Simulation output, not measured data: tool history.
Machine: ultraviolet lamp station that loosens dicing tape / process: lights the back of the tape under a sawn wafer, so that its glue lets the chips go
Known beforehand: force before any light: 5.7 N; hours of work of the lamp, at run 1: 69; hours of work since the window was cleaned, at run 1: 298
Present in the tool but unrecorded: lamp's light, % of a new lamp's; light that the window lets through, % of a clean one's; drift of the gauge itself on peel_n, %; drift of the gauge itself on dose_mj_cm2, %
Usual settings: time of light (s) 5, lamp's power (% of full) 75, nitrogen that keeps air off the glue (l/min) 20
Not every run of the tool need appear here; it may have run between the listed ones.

run   hour  time of light (s)  lamp's power (% of full)  nitrogen that keeps air off the glue (l/min)  hours of work of the lamp  hours of work since the window was cleaned  force that peels the tape off (N)  light that reached the tape (J/m2)
  1    0.0                  5                        75                                            20                         69                                         298                              0.567                                3110
  2   14.2                  5                        75                                            20                         77                                         306                              0.593                                3110
      19.0  -- window cleaned of glue's vapour
  3   22.0                  5                        75                                            20                         81                                           2                              0.452                                3660
  4   29.8                  7                        75                                            20                         86                                           6                              0.267                                5090
  5   45.7                  5                        75                                            20                         95                                          15                              0.468                                3610
  6   53.8                  5                        75                                            20                         99                                          20                              0.461                                3590
  7   68.0                  5                        75                                            20                        107                                          28                              0.466                                3590
  8   76.3                  5                        75                                            20                        112                                          32                              0.483                                3570
  9   85.2                  5                        85                                            20                        117                                          37                              0.389                                4010
 10   94.7                  5                        85                                            20                        123                                          43                              0.375                                4000
 11  107.5                  5                        85                                            20                        130                                          50                              0.374                                4000
 12  121.6                  5                        85                                            20                        138                                          58                              0.389                                3990
 13  132.8                  5                        85                                            20                        144                                          64                              0.374                                3980
 14  144.8                  5                        75                                            19                        151                                          71                              0.523                                3450
 15  153.3                  5                        75                                            19                        156                                          76                              0.498                                3420
 16  161.9                  5                        73                                            20                        161                                          81                              0.536                                3310
 17  168.9                  5                        75                                            20                        164                                          85                              0.491                                3480
 18  176.3                  5                        75                                            20                        169                                          89                              0.516                                3410
 19  183.9                  4                        98                                            24                        173                                          93                              0.432                                3590
 20  192.5                  4                        70                                            27                        178                                          98                              0.763                                2480
 21  205.7                  4                        70                                            27                        185                                         105                              0.756                                2530
 22  219.8                  5                        68                                             6                        193                                         113                              0.988                                3010
 23  228.1                  5                        75                                            39                        198                                         118                              0.448                                3300
 24  243.3                  5                        75                                            39                        206                                         127                              0.414                                3330
 25  259.8                  5                        87                                            20                        216                                         136                              0.417                                3800
 26  268.5                  7                        75                                            20                        221                                         141                              0.322                                4640
 27  282.5                  5                        80                                            12                        229                                         149                              0.603                                3440
 28  290.8                  6                        80                                            32                        233                                         154                              0.333                                4160
 29  304.7                  5                        86                                            20                        241                                         161                              0.446                                3670
 30  318.8                  7                        93                                            21                        249                                         169                              0.249                                5570
 31  327.0                  7                        93                                            21                        254                                         174                              0.242                                5450
 32  334.6                  8                        75                                            20                        258                                         178                              0.286                                5060
 33  342.9                  4                        75                                             6                        263                                         183                              1.305                                2530
 34  359.5                  3                       100                                            17                        272                                         192                              0.941                                2540
 35  376.0                  9                        90                                            29                        282                                         202                              0.217                                6730

Below, some changes in force that peels the tape off (N) between adjacent runs. For each, the amount present without the hidden state too (settings, incoming material, random variation) and the amount remaining for the hidden state with gauge scatter not shared by both compared results:
Run 2 -> 3: window cleaned of glue's vapour. force that peels the tape off (N) -0.141: hidden state -0.146, all else +0.005.
Run 22 -> 23: lamp's power (% of full) 68 -> 75, nitrogen that keeps air off the glue (l/min) 6 -> 39. force that peels the tape off (N) -0.540: hidden state -0.098, all else -0.442.
Run 32 -> 33: time of light (s) 8 -> 4, nitrogen that keeps air off the glue (l/min) 20 -> 6. force that peels the tape off (N) +1.019: hidden state +0.264, all else +0.755.
Run 34 -> 35: time of light (s) 3 -> 9, lamp's power (% of full) 100 -> 90, nitrogen that keeps air off the glue (l/min) 17 -> 29. force that peels the tape off (N) -0.724: hidden state -0.247, all else -0.477.
